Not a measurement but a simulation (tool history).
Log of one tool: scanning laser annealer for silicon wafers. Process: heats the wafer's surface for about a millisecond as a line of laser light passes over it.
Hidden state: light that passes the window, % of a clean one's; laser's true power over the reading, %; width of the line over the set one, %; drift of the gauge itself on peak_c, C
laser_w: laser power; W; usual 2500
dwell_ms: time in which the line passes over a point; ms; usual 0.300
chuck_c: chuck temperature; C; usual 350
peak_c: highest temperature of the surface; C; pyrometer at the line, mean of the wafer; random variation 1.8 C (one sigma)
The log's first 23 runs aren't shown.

run	day	laser_w	dwell_ms	chuck_c	hours of work since the window was cleaned	hours of work since the power meter was calibrated	hours of work since the optics were aligned	peak_c
24	28.333	2577	0.284	358	575	390	1308	1087
25	29.983	2458	0.265	358	592	407	1325	1019
26	30.992	2500	0.358	364	603	418	1335	1159
27	32.125	2500	0.284	380	615	430	1347	1082
28	33.625	2575	0.300	361	630	445	1363	1111
29	35.217	2500	0.300	372	647	462	1379	1097
30	36.100	2538	0.213	350	656	471	1389	962
31	37.529	2538	0.213	350	671	486	1403	958
32	38.458	2439	0.343	324	681	496	1413	1076
# day 39.879: optics aligned, line set to its width
33	40.488	2196	0.235	313	699	515	6	850
34	41.354	2196	0.235	313	709	524	15	849
35	42.754	2196	0.271	335	723	538	30	915
36	44.071	2161	0.212	335	737	552	44	834
37	45.017	2136	0.216	313	747	562	54	807
38	46.846	2334	0.219	350	766	581	73	909
39	48.500	2469	0.219	310	783	598	90	909
40	49.729	2469	0.219	310	796	611	103	908

4 ways to go on from here, each from the tool as it stands after run 40. What would each give?
A	51.342	2423	0.321	389	813	628	119	?
B	51.342	2401	0.233	310	813	628	119	?
C	51.342	2433	0.300	373	813	628	119	?
D	51.342	2720	0.262	337	813	628	119	?

run	peak_c
A	1108
B	909
C	1070
D	1085
Without the tool's hidden state the same runs would have given:
run	peak_c
A	1109
B	909
C	1071
D	1086
